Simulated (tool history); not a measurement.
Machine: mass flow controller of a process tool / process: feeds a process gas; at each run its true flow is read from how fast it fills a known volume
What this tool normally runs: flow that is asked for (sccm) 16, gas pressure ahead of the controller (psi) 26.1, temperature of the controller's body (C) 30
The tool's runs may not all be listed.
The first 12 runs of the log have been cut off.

| run | hour | flow that is asked for (sccm) | gas pressure ahead of the controller (psi) | temperature of the controller's body (C) | true flow (%) |
|---|---|---|---|---|---|
| 13 | 1044.6 | 2 | 26.1 | 30 | 101.35 |
| 14 | 1099.3 | 4 | 26.1 | 30 | 100.34 |
| 15 | 1212.5 | 16 | 36.7 | 30 | 100.42 |
| 16 | 1314.1 | 16 | 26.1 | 24 | 100.49 |
| 17 | 1394.2 | 16 | 26.1 | 24 | 100.40 |
| 18 | 1477.2 | 16 | 26.1 | 24 | 100.56 |
| 19 | 1548.8 | 16 | 26.1 | 24 | 100.63 |
| 20 | 1621.7 | 16 | 26.1 | 24 | 100.45 |
| 21 | 1709.7 | 16 | 26.1 | 24 | 100.65 |
| 22 | 1781.1 | 16 | 26.1 | 24 | 100.65 |
| 23 | 1856.3 | 16 | 26.1 | 24 | 100.68 |
| 24 | 1938.5 | 4 | 26.1 | 30 | 100.90 |
| 25 | 2043.7 | 16 | 20.9 | 30 | 101.25 |
| 26 | 2099.3 | 10 | 26.1 | 39 | 101.13 |
| 27 | 2215.3 | 10 | 33.4 | 36 | 100.79 |

Run 28 comes next. What will it give?
| 28 | 2331.0 | 7 | 28.0 | 30 | ? |

true flow (%): 100.60
Without the tool's hidden state the same run would have given true flow (%) 99.01.

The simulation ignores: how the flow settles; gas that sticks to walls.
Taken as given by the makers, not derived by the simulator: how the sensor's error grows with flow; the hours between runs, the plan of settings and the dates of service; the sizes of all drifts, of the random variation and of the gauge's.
